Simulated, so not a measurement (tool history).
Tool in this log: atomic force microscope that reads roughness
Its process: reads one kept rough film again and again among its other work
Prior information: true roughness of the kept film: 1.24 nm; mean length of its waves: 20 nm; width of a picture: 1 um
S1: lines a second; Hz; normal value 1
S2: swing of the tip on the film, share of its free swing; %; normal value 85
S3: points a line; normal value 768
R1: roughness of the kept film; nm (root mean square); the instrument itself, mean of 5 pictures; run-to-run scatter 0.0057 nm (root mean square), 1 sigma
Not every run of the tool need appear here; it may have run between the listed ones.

{"run": 1, "day": 0.0, "S1": 1, "S2": 85, "S3": 768, "R1": 0.958}
{"run": 2, "day": 0.817, "S1": 1, "S2": 85, "S3": 768, "R1": 0.951}
{"run": 3, "day": 1.388, "S1": 1, "S2": 85, "S3": 768, "R1": 0.936}
{"run": 4, "day": 1.875, "S1": 1, "S2": 85, "S3": 768, "R1": 0.934}
{"run": 5, "day": 2.4, "S1": 1.32, "S2": 85, "S3": 768, "R1": 0.894}
{"run": 6, "day": 3.346, "S1": 1.32, "S2": 85, "S3": 768, "R1": 0.887}
{"run": 7, "day": 4.3, "S1": 1.32, "S2": 85, "S3": 768, "R1": 0.875}
{"run": 8, "day": 5.067, "S1": 1.32, "S2": 85, "S3": 768, "R1": 0.868}
{"run": 9, "day": 5.746, "S1": 1.32, "S2": 85, "S3": 768, "R1": 0.859}
{"run": 10, "day": 6.704, "S1": 1.32, "S2": 85, "S3": 768, "R1": 0.857}
{"run": 11, "day": 7.238, "S1": 1.32, "S2": 85, "S3": 768, "R1": 0.853}
{"run": 12, "day": 7.8, "S1": 1.32, "S2": 85, "S3": 768, "R1": 0.848}
{"run": 13, "day": 8.292, "S1": 1, "S2": 85, "S3": 768, "R1": 0.868}
{"day": 8.925, "done": "new tip fitted"}
{"run": 14, "day": 9.075, "S1": 1, "S2": 85, "S3": 768, "R1": 1.009}
{"run": 15, "day": 9.588, "S1": 1, "S2": 85, "S3": 768, "R1": 0.996}
{"run": 16, "day": 10.521, "S1": 1, "S2": 85, "S3": 768, "R1": 0.982}
{"run": 17, "day": 11.212, "S1": 1, "S2": 85, "S3": 768, "R1": 0.982}
{"run": 18, "day": 11.612, "S1": 1, "S2": 85, "S3": 768, "R1": 0.973}
{"run": 19, "day": 12.054, "S1": 1, "S2": 72, "S3": 768, "R1": 1.047}
{"run": 20, "day": 12.771, "S1": 1, "S2": 72, "S3": 768, "R1": 1.036}
{"run": 21, "day": 13.533, "S1": 1, "S2": 85, "S3": 484, "R1": 0.952}
{"run": 22, "day": 14.471, "S1": 1, "S2": 85, "S3": 484, "R1": 0.952}
{"run": 23, "day": 15.117, "S1": 1, "S2": 85, "S3": 330, "R1": 0.927}
{"run": 24, "day": 15.662, "S1": 1, "S2": 85, "S3": 394, "R1": 0.927}
{"run": 25, "day": 16.625, "S1": 1, "S2": 85, "S3": 768, "R1": 0.932}
{"run": 26, "day": 17.062, "S1": 1, "S2": 85, "S3": 768, "R1": 0.926}
{"run": 27, "day": 17.9, "S1": 1, "S2": 85, "S3": 768, "R1": 0.911}
{"run": 28, "day": 18.396, "S1": 1, "S2": 56, "S3": 797, "R1": 1.008}
{"run": 29, "day": 18.846, "S1": 3.97, "S2": 63, "S3": 413, "R1": 0.868}
{"run": 30, "day": 19.788, "S1": 1.71, "S2": 58, "S3": 768, "R1": 0.983}
{"run": 31, "day": 20.458, "S1": 2.83, "S2": 56, "S3": 768, "R1": 0.952}
{"run": 32, "day": 21.304, "S1": 0.53, "S2": 56, "S3": 768, "R1": 1.019}
{"run": 33, "day": 22.108, "S1": 0.53, "S2": 65, "S3": 613, "R1": 0.973}
{"day": 22.238, "done": "height scale calibrated on a step standard"}
{"run": 34, "day": 22.833, "S1": 0.53, "S2": 78, "S3": 479, "R1": 0.942}
{"day": 23.333, "done": "new tip fitted"}
{"run": 35, "day": 23.333, "S1": 1.38, "S2": 68, "S3": 305, "R1": 1.032}
{"run": 36, "day": 24.017, "S1": 1.38, "S2": 68, "S3": 305, "R1": 1.034}
{"run": 37, "day": 24.525, "S1": 1, "S2": 85, "S3": 597, "R1": 0.991}
{"run": 38, "day": 25.375, "S1": 1, "S2": 85, "S3": 597, "R1": 0.982}
{"day": 25.717, "done": "height scale calibrated on a step standard, once more"}
{"run": 39, "day": 26.275, "S1": 1, "S2": 85, "S3": 597, "R1": 0.981}
{"run": 40, "day": 27.179, "S1": 1, "S2": 85, "S3": 597, "R1": 0.965}
{"run": 41, "day": 28.012, "S1": 0.9, "S2": 69, "S3": 474, "R1": 1.04}
{"run": 42, "day": 28.5, "S1": 0.9, "S2": 69, "S3": 474, "R1": 1.039}
{"run": 43, "day": 29.283, "S1": 0.9, "S2": 69, "S3": 474, "R1": 1.032}
{"run": 44, "day": 29.783, "S1": 2.31, "S2": 57, "S3": 768, "R1": 1.02}
{"run": 45, "day": 30.712, "S1": 2.58, "S2": 87, "S3": 820, "R1": 0.757}
{"run": 46, "day": 31.654, "S1": 1, "S2": 85, "S3": 292, "R1": 0.904}
{"run": 47, "day": 32.604, "S1": 1, "S2": 78, "S3": 768, "R1": 0.968}
{"run": 48, "day": 33.179, "S1": 2.46, "S2": 62, "S3": 458, "R1": 0.942}
{"run": 49, "day": 33.688, "S1": 1.28, "S2": 56, "S3": 412, "R1": 1.004}
{"run": 50, "day": 34.383, "S1": 1.56, "S2": 83, "S3": 768, "R1": 0.852}
{"run": 51, "day": 35.142, "S1": 1.5, "S2": 89, "S3": 837, "R1": 0.802}
{"run": 52, "day": 35.821, "S1": 1.5, "S2": 89, "S3": 837, "R1": 0.801}

Run 53 comes next. What will it give?
{"run": 53, "day": 36.771, "S1": 1.5, "S2": 89, "S3": 837, "R1": "?"}

{"run 53": {"R1": 0.803}}
With the hidden condition absent and the run-to-run variation left alone, this run would have shown R1 0.922 nm (root mean square).
